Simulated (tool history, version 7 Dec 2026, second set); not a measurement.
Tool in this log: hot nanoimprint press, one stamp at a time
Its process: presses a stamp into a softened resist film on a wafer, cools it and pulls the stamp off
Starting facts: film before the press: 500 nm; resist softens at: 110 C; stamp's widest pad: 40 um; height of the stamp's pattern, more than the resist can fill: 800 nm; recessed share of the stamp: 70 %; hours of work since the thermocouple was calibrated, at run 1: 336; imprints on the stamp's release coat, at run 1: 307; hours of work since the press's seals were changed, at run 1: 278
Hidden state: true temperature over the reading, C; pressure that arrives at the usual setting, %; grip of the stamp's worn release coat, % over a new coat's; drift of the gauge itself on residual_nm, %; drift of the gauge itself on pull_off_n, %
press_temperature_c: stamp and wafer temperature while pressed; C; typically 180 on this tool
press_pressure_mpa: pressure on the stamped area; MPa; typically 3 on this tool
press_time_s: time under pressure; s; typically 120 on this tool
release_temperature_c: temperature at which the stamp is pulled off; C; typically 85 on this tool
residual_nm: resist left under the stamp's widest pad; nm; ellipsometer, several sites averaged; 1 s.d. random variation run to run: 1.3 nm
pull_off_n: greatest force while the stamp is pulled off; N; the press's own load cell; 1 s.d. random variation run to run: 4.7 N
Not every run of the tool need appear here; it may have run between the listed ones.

run	hour	press_temperature_c	press_pressure_mpa	press_time_s	release_temperature_c	hours of work since the thermocouple was calibrated	imprints on the stamp's release coat	hours of work since the press's seals were changed	residual_nm	pull_off_n
1	0	180	3	120	85	336	307	278	205	246
2	7.4	180	3	68	85	340	331	282	245.3	234
3	17.1	180	3	120	85	347	364	289	203.6	235
4	30.4	180	3	120	85	355	408	297	204.4	254
5	36	180	3	120	85	359	427	301	206.7	244
6	44.6	180	3	120	85	365	456	307	203.3	243
7	57.2	180	3	120	85	373	498	315	204.5	255
8	65.3	180	3	120	74	378	525	320	204.6	324
9	74.6	180	3	120	74	384	556	326	205	338
10	84.6	180	3	120	74	391	589	333	204.4	308
11	91.2	180	3	120	85	395	611	337	205	256
12	103.7	180	3	120	85	403	653	345	202.1	263
13	114.3	180	3	222	85	410	689	352	165.3	257
14	123.1	180	3	222	85	416	718	358	165.6	257
15	130.1	180	3	120	85	420	741	362	203.4	251
16	139	180	3	120	85	426	771	368	203.8	270
17	149.3	174	3	120	74	433	806	375	261.3	333
# hour 153.4: plate thermocouple calibrated
18	165.2	174	1.93	61	74	8	849	383	368.4	335
19	176.7	186	1.85	109	75	15	887	390	208.9	341
20	186.5	186	3.95	109	90	21	920	397	133.7	232
21	194.9	180	3	120	90	27	948	402	193	226
22	205.6	180	1.98	62	90	34	983	409	298.5	239
23	217.6	180	1.98	62	90	42	1023	417	298.9	235
# hour 222.4: plate thermocouple calibrated, once more
24	226.5	180	1.98	156	72	3	1043	421	250.2	384
25	237	180	2.51	132	89	9	1078	428	229.8	265
26	243.5	188	2.77	77	89	14	1100	432	188.6	261
27	249.3	180	2.46	115	85	17	1120	436	245	300
28	261.7	180	3	148	85	26	1161	444	200.9	307
# hour 273.1: stamp cleaned and given a new release coat
29	273.1	173	3	107	84	29	0	447	300.2	240

5 options for the next run, each taken on its own from the tool as it stands now. Forecast them:
A	282	190	2.11	120	85	35	30	453	?	?
B	282	182	3.56	159	85	35	30	453	?	?
C	282	173	3	107	84	35	30	453	?	?
D	282	177	4.69	120	76	35	30	453	?	?
E	282	184	3	142	82	35	30	453	?	?

run	residual_nm	pull_off_n
A	175.9	220
B	162.5	234
C	303.7	235
D	194.1	283
E	172.9	254
With the hidden condition removed and each run's random variation left untouched, the same runs would have given:
run	residual_nm	pull_off_n
A	175	219
B	160.6	233
C	301.7	234
D	191	281
E	171.3	253
